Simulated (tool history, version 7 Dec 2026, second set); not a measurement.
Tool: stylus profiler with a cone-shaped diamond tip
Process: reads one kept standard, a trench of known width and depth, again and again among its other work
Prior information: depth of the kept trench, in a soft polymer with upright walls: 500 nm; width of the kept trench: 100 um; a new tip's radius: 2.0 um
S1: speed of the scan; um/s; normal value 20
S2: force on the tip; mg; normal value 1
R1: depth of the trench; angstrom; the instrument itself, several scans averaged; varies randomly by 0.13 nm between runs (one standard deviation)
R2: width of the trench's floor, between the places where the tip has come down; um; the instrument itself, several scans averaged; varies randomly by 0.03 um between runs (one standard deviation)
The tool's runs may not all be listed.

| run | hour | S1 | S2 | R1 | R2 |
|---|---|---|---|---|---|
| 1 | 0 | 20 | 1 | 5010.3 | 96.19 |
| 2 | 62.5 | 20 | 1 | 5009.2 | 96.23 |
| 3 | 99.1 | 20 | 0.34 | 4994.8 | 96.11 |
| 4 | 179 | 20 | 0.34 | 4994 | 96.02 |
|  | 233.6 | height scale calibrated on a step standard |
| 5 | 254.5 | 20 | 1 | 4996.4 | 96.1 |
| 6 | 323.2 | 20 | 1 | 4996 | 96.12 |
| 7 | 372.3 | 20 | 1 | 4993.8 | 96.14 |
| 8 | 432.8 | 20 | 1 | 4992.1 | 96.05 |
| 9 | 497.9 | 20 | 1 | 4990.9 | 96.07 |
| 10 | 538.9 | 20 | 0.63 | 4987.7 | 95.95 |
| 11 | 610.1 | 22 | 1 | 4992.9 | 95.96 |
| 12 | 670.8 | 20 | 1 | 4989.2 | 96 |
|  | 678.4 | height scale calibrated on a step standard, once more |
| 13 | 755.7 | 20 | 1 | 5022.5 | 95.98 |
| 14 | 828.6 | 20 | 1 | 5020.6 | 95.99 |
| 15 | 880.5 | 20 | 1 | 5016.7 | 95.91 |
| 16 | 944.8 | 29 | 1 | 5021.9 | 95.81 |
| 17 | 1026.6 | 29 | 1 | 5020.9 | 95.8 |
| 18 | 1080.4 | 20 | 1 | 5019 | 95.89 |
|  | 1104 | new tip fitted, height scale calibrated |
| 19 | 1119.9 | 20 | 1 | 5019.7 | 97.17 |
| 20 | 1161.6 | 20 | 1 | 5021.6 | 97.17 |
| 21 | 1204.8 | 20 | 1 | 5017.7 | 97.16 |
| 22 | 1257.9 | 20 | 1 | 5021.1 | 97.14 |
| 23 | 1311.4 | 20 | 1 | 5016.9 | 97.11 |
| 24 | 1378.8 | 20 | 1 | 5017.4 | 97.11 |
| 25 | 1449.1 | 20 | 1 | 5015.9 | 97.08 |
| 26 | 1515.4 | 19 | 1 | 5015.1 | 97.07 |
| 27 | 1604.3 | 72 | 2.64 | 5035.5 | 96.8 |

Run 28 comes next. What will it give?
| 28 | 1671.7 | 7 | 0.4 | ? | ? |

R1: 5003.1 angstrom
R2: 97.03 um
If the tool had no hidden condition, the same run with the same run-to-run variation would have returned R1 5012.4 angstrom, R2 97.26 um.
